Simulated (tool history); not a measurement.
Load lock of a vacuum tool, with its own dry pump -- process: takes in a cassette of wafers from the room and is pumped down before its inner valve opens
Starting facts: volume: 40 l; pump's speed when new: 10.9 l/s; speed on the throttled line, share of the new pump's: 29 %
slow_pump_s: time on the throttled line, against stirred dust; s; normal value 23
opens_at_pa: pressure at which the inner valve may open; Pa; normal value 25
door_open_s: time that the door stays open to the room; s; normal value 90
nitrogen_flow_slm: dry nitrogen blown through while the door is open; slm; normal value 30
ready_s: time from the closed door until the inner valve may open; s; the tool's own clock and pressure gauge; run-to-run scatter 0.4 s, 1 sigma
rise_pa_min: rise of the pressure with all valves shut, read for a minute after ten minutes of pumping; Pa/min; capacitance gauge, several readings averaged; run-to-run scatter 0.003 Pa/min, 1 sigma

| run | hour | slow_pump_s | opens_at_pa | door_open_s | nitrogen_flow_slm | incoming humidity of the room's air, % | ready_s | rise_pa_min |
|---|---|---|---|---|---|---|---|---|
| 1 | 0.0 | 23 | 25 | 90 | 30 | 44.7 | 49.9 | 0.076 |
| 2 | 67.8 | 23 | 25 | 90 | 30 | 48.0 | 49.8 | 0.087 |
| 3 | 163.3 | 23 | 25 | 40 | 30 | 44.6 | 50.3 | 0.074 |
| 4 | 277.9 | 23 | 25 | 40 | 30 | 44.7 | 50.6 | 0.079 |
| 5 | 354.0 | 23 | 25 | 40 | 30 | 45.3 | 50.1 | 0.087 |
| 6 | 415.0 | 23 | 25 | 40 | 30 | 45.7 | 49.8 | 0.079 |
| 7 | 518.5 | 23 | 25 | 40 | 30 | 43.2 | 50.6 | 0.083 |
| 8 | 645.2 | 27 | 27 | 219 | 22 | 45.0 | 52.0 | 0.105 |
| 9 | 753.2 | 27 | 27 | 219 | 22 | 47.7 | 52.9 | 0.112 |
| 10 | 854.7 | 33 | 27 | 52 | 22 | 47.4 | 57.4 | 0.093 |
| 11 | 957.4 | 27 | 46 | 240 | 30 | 43.2 | 50.2 | 0.102 |
| 12 | 1031.0 | 27 | 46 | 240 | 44 | 44.9 | 50.5 | 0.099 |
| 13 | 1143.6 | 17 | 46 | 181 | 44 | 41.7 | 43.8 | 0.097 |
| 14 | 1235.9 | 13 | 40 | 47 | 44 | 45.7 | 42.0 | 0.091 |

Hidden state or all else? Some run-to-run changes of ready_s, split into what the settings, what came in and random variation would give without the hidden state, and what is left for the hidden state (with any gauge scatter that isn't in both results):
What the log doesn't record here: pump's speed, % of a new pump's; leak at the door's seal, Pa l/s; drift of the gauge itself on ready_s, %; drift of the gauge itself on rise_pa_min, %.
Run 10 -> 11: slow_pump_s 33 -> 27, opens_at_pa 27 -> 46, door_open_s 52 -> 240, nitrogen_flow_slm 22 -> 30. ready_s -7.2 s: hidden state +0.0, all else -7.2.
Run 12 -> 13: slow_pump_s 27 -> 17, door_open_s 240 -> 181. ready_s -6.7 s: hidden state +0.5, all else -7.2.

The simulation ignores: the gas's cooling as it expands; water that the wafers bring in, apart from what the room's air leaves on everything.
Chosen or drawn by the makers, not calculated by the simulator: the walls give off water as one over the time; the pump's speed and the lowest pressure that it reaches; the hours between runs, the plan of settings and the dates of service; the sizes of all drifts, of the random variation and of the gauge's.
